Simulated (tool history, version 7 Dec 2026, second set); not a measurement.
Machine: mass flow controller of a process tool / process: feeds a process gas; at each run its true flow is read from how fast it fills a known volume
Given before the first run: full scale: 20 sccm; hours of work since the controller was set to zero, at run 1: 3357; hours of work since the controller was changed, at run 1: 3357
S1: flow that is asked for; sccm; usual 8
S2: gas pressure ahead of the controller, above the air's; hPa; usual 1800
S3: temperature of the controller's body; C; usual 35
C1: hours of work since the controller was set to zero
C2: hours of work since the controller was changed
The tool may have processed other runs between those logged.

Run 1, hour 0: usual settings; C1 3357; C2 3357. Result: true flow (%) 97.86.
Run 2, hour 69.5: usual settings; C1 3411; C2 3411. Result: true flow (%) 97.85.
Run 3, hour 117.2: usual settings; C1 3447; C2 3447. Result: true flow (%) 97.85.
Run 4, hour 182.5: usual settings; C1 3498; C2 3498. Result: true flow (%) 97.9.
Run 5, hour 238.7: usual settings; C1 3541; C2 3541. Result: true flow (%) 97.85.
Run 6, hour 347.9: usual settings; C1 3625; C2 3625. Result: true flow (%) 97.82.
Run 7, hour 436.1: usual settings but S1 14 sccm; C1 3693; C2 3693. Result: true flow (%) 99.3.
Run 8, hour 503.6: usual settings; C1 3745; C2 3745. Result: true flow (%) 97.85.
Run 9, hour 608.4: usual settings but S2 2270 hPa; C1 3826; C2 3826. Result: true flow (%) 97.92.
Run 10, hour 717: usual settings but S2 2270 hPa; C1 3910; C2 3910. Result: true flow (%) 97.9.
Run 11, hour 814.1: usual settings; C1 3985; C2 3985. Result: true flow (%) 98.
Run 12, hour 885.6: usual settings; C1 4040; C2 4040. Result: true flow (%) 97.99.
Run 13, hour 983.1: usual settings; C1 4115; C2 4115. Result: true flow (%) 97.99.
Run 14, hour 1076.2: usual settings but S1 2 sccm; C1 4187; C2 4187. Result: true flow (%) 93.83.
Run 15, hour 1150: usual settings; C1 4244; C2 4244. Result: true flow (%) 98.06.
Run 16, hour 1229.9: usual settings; C1 4306; C2 4306. Result: true flow (%) 98.02.
Run 17, hour 1326.9: usual settings; C1 4381; C2 4381. Result: true flow (%) 98.11.
Run 18, hour 1387.6: usual settings but S1 7 sccm; C1 4427; C2 4427. Result: true flow (%) 97.77.
Run 19, hour 1466.6: usual settings but S2 1910 hPa; C1 4488; C2 4488. Result: true flow (%) 98.07.
Run 20, hour 1524.1: usual settings but S2 2220 hPa; C1 4533; C2 4533. Result: true flow (%) 97.95.
Run 21, hour 1630.9: usual settings; C1 4615; C2 4615. Result: true flow (%) 98.06.
Run 22, hour 1733.3: usual settings; C1 4694; C2 4694. Result: true flow (%) 98.07.
Run 23, hour 1821.9: usual settings but S1 14 sccm; C1 4762; C2 4762. Result: true flow (%) 99.59.
Run 24, hour 1906.4: usual settings but S1 11 sccm; C1 4827; C2 4827. Result: true flow (%) 98.83.
Run 25, hour 1979.7: usual settings but S1 9 sccm, S2 1560 hPa, S3 32 C; C1 4884; C2 4884. Result: true flow (%) 98.75.
Run 26, hour 2064.8: usual settings but S1 2 sccm, S2 2270 hPa, S3 32 C; C1 4950; C2 4950. Result: true flow (%) 93.6.
At hour 2151.7: controller's zero set anew.
Run 27, hour 2166.3: usual settings but S1 11 sccm, S2 1950 hPa, S3 21 C; C1 11; C2 5028. Result: true flow (%) 101.29.
Run 28, hour 2240.2: usual settings but S1 18 sccm, S2 1970 hPa, S3 24 C; C1 68; C2 5085. Result: true flow (%) 101.97.
Run 29, hour 2346.7: usual settings but S1 4 sccm, S3 25 C; C1 150; C2 5167. Result: true flow (%) 99.57.
Run 30, hour 2456.6: usual settings but S3 37 C; C1 235; C2 5251. Result: true flow (%) 99.21.
Run 31, hour 2521.3: usual settings but S1 12 sccm, S3 24 C; C1 285; C2 5301. Result: true flow (%) 101.24.
Run 32, hour 2566.7: usual settings but S1 12 sccm, S3 24 C; C1 320; C2 5336. Result: true flow (%) 101.15.
At hour 2583.8: controller exchanged for a calibrated one.
Run 33, hour 2652.1: usual settings but S1 9 sccm, S2 2210 hPa, S3 26 C; C1 53; C2 53. Result: true flow (%) 98.
Run 34, hour 2702.2: usual settings but S1 6 sccm, S2 2210 hPa, S3 26 C; C1 91; C2 91. Result: true flow (%) 97.54.
Run 35, hour 2810.6: usual settings but S1 5 sccm, S2 1640 hPa, S3 36 C; C1 175; C2 175. Result: true flow (%) 96.31.
Run 36, hour 2901: usual settings but S1 5 sccm, S2 1640 hPa, S3 36 C; C1 245; C2 245. Result: true flow (%) 96.4.
Run 37, hour 2967.9: usual settings but S1 5 sccm, S2 2410 hPa, S3 37 C; C1 296; C2 296. Result: true flow (%) 96.2.
Run 38, hour 3021.9: usual settings but S1 5 sccm, S2 2410 hPa, S3 37 C; C1 338; C2 338. Result: true flow (%) 96.23.
Run 39, hour 3087.7: usual settings but S1 3 sccm, S2 1420 hPa, S3 23 C; C1 389; C2 389. Result: true flow (%) 97.26.
Run 40, hour 3160.9: usual settings but S1 4 sccm, S2 2690 hPa, S3 37 C; C1 445; C2 445. Result: true flow (%) 96.03.
Run 41, hour 3239.2: usual settings but S1 4 sccm, S2 2690 hPa, S3 37 C; C1 506; C2 506. Result: true flow (%) 96.03.
Run 42, hour 3348.1: usual settings but S1 3 sccm; C1 590; C2 590. Result: true flow (%) 96.03.
Run 43, hour 3401.8: usual settings but S1 5 sccm, S3 30 C; C1 631; C2 631. Result: true flow (%) 96.91.
Run 44, hour 3509.3: usual settings but S1 5 sccm, S3 30 C; C1 714; C2 714. Result: true flow (%) 97.01.
Run 45, hour 3565.4: usual settings but S2 1970 hPa, S3 31 C; C1 757; C2 757. Result: true flow (%) 97.48.
Run 46, hour 3635.5: usual settings but S2 1970 hPa, S3 31 C; C1 811; C2 811. Result: true flow (%) 97.56.
Run 47, hour 3725.2: usual settings but S2 2440 hPa, S3 31 C; C1 880; C2 880. Result: true flow (%) 97.55.

The logged runs with the hidden state left out (each run's random variation unchanged):
The tool's hidden condition here consists of: flow at rest that the sensor doesn't see, % of full scale; true flow over the shown one, %; drift of the gauge itself on true_pct, %.
run  true flow (%)
  1          97.14
  2          97.12
  3          97.11
  4          97.15
  5          97.09
  6          97.05
  7          98.11
  8          97.06
  9          97.11
 10          97.07
 11          97.15
 12          97.13
 13          97.12
 14          96.13
 15          97.16
 16          97.11
 17          97.18
 18          96.99
 19          97.12
 20          96.99
 21          97.09
 22          97.08
 23          98.08
 24          97.49
 25          97.59
 26          96.31
 27          98.98
 28          99.64
 29           97.3
 30          96.86
 31          98.85
 32          98.75
 33          98.13
 34          97.68
 35          96.45
 36          96.53
 37          96.33
 38          96.36
 39           97.5
 40           96.2
 41           96.2
 42          96.31
 43          97.02
 44          97.12
 45          97.47
 46          97.54
 47          97.52
